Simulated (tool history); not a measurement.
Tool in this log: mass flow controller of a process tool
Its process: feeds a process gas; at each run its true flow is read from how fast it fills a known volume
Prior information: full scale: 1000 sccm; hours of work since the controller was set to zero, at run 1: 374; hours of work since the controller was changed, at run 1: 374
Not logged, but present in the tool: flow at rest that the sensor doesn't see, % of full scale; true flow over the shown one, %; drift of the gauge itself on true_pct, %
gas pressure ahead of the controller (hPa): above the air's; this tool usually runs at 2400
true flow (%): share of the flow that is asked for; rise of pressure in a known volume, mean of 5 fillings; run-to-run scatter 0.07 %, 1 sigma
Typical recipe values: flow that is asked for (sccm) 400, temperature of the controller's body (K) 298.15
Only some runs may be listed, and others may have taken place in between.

| run | day | flow that is asked for (sccm) | gas pressure ahead of the controller (hPa) | temperature of the controller's body (K) | hours of work since the controller was set to zero | hours of work since the controller was changed | true flow (%) |
|---|---|---|---|---|---|---|---|
| 1 | 0 | 400 | 2400 | 298.15 | 374 | 374 | 98.68 |
| 2 | 10.079 | 400 | 2400 | 298.15 | 515 | 515 | 98.73 |
| 3 | 21.979 | 400 | 2400 | 298.15 | 681 | 681 | 98.84 |
| 4 | 31.775 | 400 | 2400 | 298.15 | 817 | 817 | 98.82 |
| 5 | 42.838 | 400 | 2400 | 298.15 | 971 | 971 | 98.81 |
| 6 | 52.712 | 400 | 2400 | 298.15 | 1109 | 1109 | 98.8 |
| 7 | 71.808 | 400 | 1680 | 298.15 | 1375 | 1375 | 99.02 |
| 8 | 89.292 | 400 | 1680 | 298.15 | 1619 | 1619 | 99.18 |
| 9 | 112.95 | 400 | 2400 | 298.15 | 1949 | 1949 | 99 |
| 10 | 134.833 | 400 | 2400 | 310.15 | 2254 | 2254 | 100.34 |
| 11 | 153.838 | 400 | 2400 | 310.15 | 2519 | 2519 | 100.4 |
| 12 | 167.612 | 400 | 2400 | 310.15 | 2711 | 2711 | 100.3 |
| 13 | 187.25 | 400 | 2400 | 310.15 | 2984 | 2984 | 100.58 |
| 14 | 207.642 | 216 | 2400 | 298.15 | 3268 | 3268 | 98.87 |
| 15 | 222.908 | 216 | 2400 | 298.15 | 3481 | 3481 | 98.99 |
| 16 | 235.05 | 216 | 2400 | 298.15 | 3650 | 3650 | 99.01 |
| 17 | 244.829 | 246 | 2400 | 298.15 | 3787 | 3787 | 99.15 |
| 18 | 264.55 | 400 | 2600 | 298.15 | 4062 | 4062 | 99.47 |
| 19 | 278.238 | 400 | 1960 | 311.15 | 4252 | 4252 | 100.86 |
| 20 | 295.429 | 400 | 1480 | 311.15 | 4492 | 4492 | 101.25 |
| 21 | 315.4 | 400 | 1480 | 311.15 | 4770 | 4770 | 101.24 |
| 22 | 333.771 | 141 | 1980 | 297.15 | 5026 | 5026 | 99.26 |
| 23 | 354.242 | 795 | 2260 | 304.15 | 5312 | 5312 | 101.25 |
| 24 | 375.933 | 860 | 2550 | 304.15 | 5614 | 5614 | 101.34 |
| 25 | 397.254 | 400 | 2400 | 297.15 | 5911 | 5911 | 99.95 |
| 26 | 410.425 | 795 | 2400 | 308.15 | 6095 | 6095 | 101.79 |
| 27 | 420.271 | 723 | 2400 | 306.15 | 6232 | 6232 | 101.49 |
| 28 | 432.012 | 109 | 2650 | 301.15 | 6396 | 6396 | 99.76 |
|  | 445.808 | controller's zero set anew |
| 29 | 445.808 | 625 | 2790 | 298.15 | 0 | 6588 | 100.42 |
| 30 | 468.088 | 400 | 2400 | 305.15 | 311 | 6898 | 100.95 |
| 31 | 484.5 | 701 | 1630 | 299.15 | 539 | 7127 | 101.22 |
| 32 | 495.396 | 701 | 1630 | 299.15 | 691 | 7279 | 101.2 |

Each row is a separate what-if for the run after 32, all from the same tool condition, not one after another. Results?
| A | 511.879 | 400 | 1430 | 295.15 | 921 | 7509 | ? |
| B | 511.879 | 400 | 2400 | 311.15 | 921 | 7509 | ? |
| C | 511.879 | 400 | 2400 | 303.15 | 921 | 7509 | ? |
| D | 511.879 | 400 | 2210 | 298.15 | 921 | 7509 | ? |

| run | true flow (%) |
|---|---|
| A | 100.25 |
| B | 101.6 |
| C | 100.7 |
| D | 100.31 |
With the hidden condition removed and each run's random variation left untouched, the same runs would have given:
| run | true flow (%) |
|---|---|
| A | 98.61 |
| B | 99.94 |
| C | 99.05 |
| D | 98.67 |
